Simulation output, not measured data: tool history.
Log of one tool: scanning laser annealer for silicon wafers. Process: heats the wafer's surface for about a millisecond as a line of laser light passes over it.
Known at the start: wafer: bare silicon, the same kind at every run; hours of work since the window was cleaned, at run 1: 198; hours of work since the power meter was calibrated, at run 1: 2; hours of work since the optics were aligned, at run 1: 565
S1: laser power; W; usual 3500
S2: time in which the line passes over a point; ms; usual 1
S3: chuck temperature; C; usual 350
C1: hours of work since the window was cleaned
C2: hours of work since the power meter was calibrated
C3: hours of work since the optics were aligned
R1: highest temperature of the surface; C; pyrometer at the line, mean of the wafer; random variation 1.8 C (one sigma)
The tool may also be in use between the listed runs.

run 1 hour=0 | S1=3500 S2=1 S3=350 | C1=198 C2=2 C3=565 | R1=1072
run 2 hour=7.4 | S1=3500 S2=1 S3=350 | C1=204 C2=8 C3=570 | R1=1078
run 3 hour=15 | S1=3500 S2=1 S3=350 | C1=210 C2=14 C3=576 | R1=1073
run 4 hour=22.2 | S1=3500 S2=1 S3=346 | C1=215 C2=19 C3=582 | R1=1074
run 5 hour=33.6 | S1=3500 S2=1 S3=346 | C1=224 C2=28 C3=591 | R1=1070
run 6 hour=41.6 | S1=3500 S2=1 S3=346 | C1=231 C2=35 C3=597 | R1=1068
run 7 hour=49.3 | S1=3500 S2=1 S3=346 | C1=237 C2=41 C3=603 | R1=1075
run 8 hour=60.6 | S1=3500 S2=1 S3=356 | C1=245 C2=49 C3=612 | R1=1081
run 9 hour=70.2 | S1=3495 S2=0.85 S3=356 | C1=253 C2=57 C3=619 | R1=1032
run 10 hour=83.4 | S1=3514 S2=1 S3=356 | C1=263 C2=67 C3=630 | R1=1085
run 11 hour=90.3 | S1=3015 S2=0.72 S3=373 | C1=268 C2=72 C3=635 | R1=897
run 12 hour=100.5 | S1=3386 S2=0.94 S3=385 | C1=276 C2=80 C3=643 | R1=1063
run 13 hour=110.9 | S1=3386 S2=0.94 S3=385 | C1=285 C2=89 C3=651 | R1=1063
run 14 hour=119.7 | S1=3346 S2=0.87 S3=331 | C1=291 C2=95 C3=658 | R1=977
run 15 hour=130 | S1=3346 S2=1.03 S3=320 | C1=299 C2=103 C3=666 | R1=1019
run 16 hour=139.3 | S1=3346 S2=1.03 S3=320 | C1=307 C2=111 C3=673 | R1=1016

3 ways to go on from here, each from the tool as it stands after run 16. What would each give?
run A hour=151.1 | S1=3665 S2=1.22 S3=321 | C1=316 C2=120 C3=682 | R1=?
run B hour=151.1 | S1=3500 S2=1 S3=350 | C1=316 C2=120 C3=682 | R1=?
run C hour=151.1 | S1=3346 S2=0.82 S3=317 | C1=316 C2=120 C3=682 | R1=?

run=A R1=1162
run=B R1=1075
run=C R1=948
Without the tool's hidden state the same runs would have given:
run=A R1=1162
run=B R1=1075
run=C R1=949

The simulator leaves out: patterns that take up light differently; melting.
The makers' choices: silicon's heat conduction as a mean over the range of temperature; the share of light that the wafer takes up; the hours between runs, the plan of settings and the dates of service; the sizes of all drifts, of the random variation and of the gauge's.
